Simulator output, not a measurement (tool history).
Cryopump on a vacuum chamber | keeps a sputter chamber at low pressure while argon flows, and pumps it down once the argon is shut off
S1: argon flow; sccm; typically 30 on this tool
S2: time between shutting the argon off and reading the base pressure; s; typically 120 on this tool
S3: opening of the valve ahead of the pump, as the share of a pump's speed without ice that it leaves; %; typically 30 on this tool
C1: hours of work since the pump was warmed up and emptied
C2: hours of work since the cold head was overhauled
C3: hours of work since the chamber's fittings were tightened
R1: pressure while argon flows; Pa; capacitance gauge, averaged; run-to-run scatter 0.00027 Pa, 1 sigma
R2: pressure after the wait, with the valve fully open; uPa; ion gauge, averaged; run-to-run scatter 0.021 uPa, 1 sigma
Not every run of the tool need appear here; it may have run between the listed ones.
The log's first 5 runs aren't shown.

Run 6, day 2.85: usual settings but S1 46 sccm; C1 365; C2 365; C3 3092. Result: R1 0.1187 Pa, R2 1.32 uPa.
Run 7, day 3.5: usual settings but S1 46 sccm; C1 379; C2 379; C3 3106. Result: R1 0.1185 Pa, R2 1.37 uPa.
Run 8, day 4.154: usual settings but S1 46 sccm; C1 392; C2 392; C3 3119. Result: R1 0.1192 Pa, R2 1.35 uPa.
Run 9, day 4.842: usual settings but S1 46 sccm; C1 406; C2 406; C3 3133. Result: R1 0.1188 Pa, R2 1.37 uPa.
Run 10, day 5.154: usual settings but S1 49 sccm; C1 412; C2 412; C3 3139. Result: R1 0.1271 Pa, R2 1.36 uPa.
Run 11, day 5.888: usual settings but S1 49 sccm; C1 427; C2 427; C3 3154. Result: R1 0.1271 Pa, R2 1.41 uPa.
Run 12, day 6.333: usual settings but S1 49 sccm; C1 436; C2 436; C3 3163. Result: R1 0.1281 Pa, R2 1.44 uPa.
Run 13, day 6.633: usual settings but S1 49 sccm; C1 443; C2 443; C3 3170. Result: R1 0.128 Pa, R2 1.42 uPa.
Run 14, day 7.188: usual settings but S1 49 sccm; C1 454; C2 454; C3 3181. Result: R1 0.1288 Pa, R2 1.41 uPa.
Run 15, day 7.879: usual settings; C1 468; C2 468; C3 3195. Result: R1 0.0784 Pa, R2 1.43 uPa.
Run 16, day 8.392: usual settings; C1 479; C2 479; C3 3206. Result: R1 0.0785 Pa, R2 1.44 uPa.
At day 8.925: pump warmed up, emptied and cooled again.
Run 17, day 9.229: usual settings but S2 152 s; C1 6; C2 491; C3 3218. Result: R1 0.0745 Pa, R2 1.24 uPa.
Run 18, day 9.542: usual settings but S2 152 s; C1 13; C2 498; C3 3225. Result: R1 0.0746 Pa, R2 1.19 uPa.
Run 19, day 9.842: usual settings but S1 34 sccm, S3 27 %; C1 19; C2 504; C3 3231. Result: R1 0.094 Pa, R2 1.27 uPa.
Run 20, day 10.312: usual settings but S1 34 sccm, S3 27 %; C1 28; C2 513; C3 3240. Result: R1 0.0942 Pa, R2 1.27 uPa.
Run 21, day 11.029: usual settings but S1 25 sccm, S2 27 s, S3 48 %; C1 43; C2 528; C3 3255. Result: R1 0.0398 Pa, R2 2.24 uPa.
Run 22, day 11.533: usual settings but S2 201 s, S3 29 %; C1 53; C2 538; C3 3265. Result: R1 0.0771 Pa, R2 1.16 uPa.
Run 23, day 11.979: usual settings but S2 21 s, S3 23 %; C1 62; C2 547; C3 3274. Result: R1 0.0975 Pa, R2 2.66 uPa.
Run 24, day 12.717: usual settings but S1 13 sccm, S2 126 s, S3 16 %; C1 77; C2 563; C3 3290. Result: R1 0.0605 Pa, R2 1.27 uPa.
Run 25, day 13.096: usual settings but S1 19 sccm, S2 47 s, S3 17 %; C1 85; C2 570; C3 3297. Result: R1 0.0831 Pa, R2 1.7 uPa.
Run 26, day 13.575: usual settings but S2 29 s; C1 95; C2 580; C3 3307. Result: R1 0.0756 Pa, R2 2.23 uPa.
Run 27, day 14.029: usual settings but S1 19 sccm, S2 71 s; C1 104; C2 589; C3 3316. Result: R1 0.0474 Pa, R2 1.53 uPa.
Run 28, day 14.546: usual settings but S1 19 sccm, S2 71 s; C1 115; C2 600; C3 3327. Result: R1 0.0476 Pa, R2 1.47 uPa.
Run 29, day 15.267: usual settings but S1 16 sccm, S2 71 s, S3 24 %; C1 129; C2 615; C3 3342. Result: R1 0.05 Pa, R2 1.46 uPa.

Estimate the outcome of run 30 from the log above:
Run 30, day 15.779: usual settings but S2 26 s, S3 56 %; C1 140; C2 625; C3 3352. Result: R1 ?, R2 ?.

Run 30 produced R1 0.0411 Pa, R2 2.46 uPa.
Were there no unlogged condition in the tool, this run, its random variation unchanged, would have produced R1 0.0399 Pa, R2 1.54 uPa.
